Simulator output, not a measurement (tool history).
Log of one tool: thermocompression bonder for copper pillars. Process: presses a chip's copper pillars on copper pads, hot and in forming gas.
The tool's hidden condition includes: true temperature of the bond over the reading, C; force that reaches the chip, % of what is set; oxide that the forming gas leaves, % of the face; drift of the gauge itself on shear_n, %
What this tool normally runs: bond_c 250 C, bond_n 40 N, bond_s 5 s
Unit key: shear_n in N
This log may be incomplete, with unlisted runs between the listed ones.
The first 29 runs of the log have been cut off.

| run | hour | bond_c | bond_n | bond_s | hours of work since the heater was calibrated | hours of work since the force cell was calibrated | hours of work since the gas filter was changed | shear_n |
|---|---|---|---|---|---|---|---|---|
| 30 | 1427.4 | 250 | 40 | 3 | 113 | 205 | 175 | 60.1 |
|  | 1446.0 | forming gas filter changed |
| 31 | 1463.2 | 264 | 45 | 9 | 139 | 231 | 13 | 99.2 |
|  | 1488.8 | force cell calibrated, once more |
| 32 | 1509.0 | 264 | 45 | 9 | 172 | 15 | 46 | 94.8 |
| 33 | 1562.9 | 248 | 36 | 3 | 213 | 55 | 86 | 52.7 |
| 34 | 1591.9 | 266 | 44 | 9 | 234 | 77 | 108 | 92.9 |
| 35 | 1654.1 | 266 | 44 | 9 | 281 | 124 | 155 | 91.0 |
|  | 1699.0 | forming gas filter changed |
| 36 | 1708.1 | 227 | 51 | 10 | 321 | 164 | 7 | 84.3 |
| 37 | 1771.6 | 261 | 50 | 7 | 369 | 211 | 54 | 94.7 |
| 38 | 1807.9 | 269 | 48 | 13 | 396 | 238 | 82 | 101.7 |
| 39 | 1837.7 | 222 | 44 | 3 | 418 | 261 | 104 | 46.7 |

Forecast each of these 3 alternatives for the next run:
| A | 1897.3 | 244 | 40 | 5 | 463 | 305 | 148 | ? |
| B | 1897.3 | 250 | 48 | 12 | 463 | 305 | 148 | ? |
| C | 1897.3 | 222 | 44 | 13 | 463 | 305 | 148 | ? |

| run | shear_n |
|---|---|
| A | 63.5 |
| B | 91.7 |
| C | 72.5 |
With the hidden condition removed and each run's random variation left untouched, the same runs would have given:
| run | shear_n |
|---|---|
| A | 64.4 |
| B | 95.7 |
| C | 73.7 |
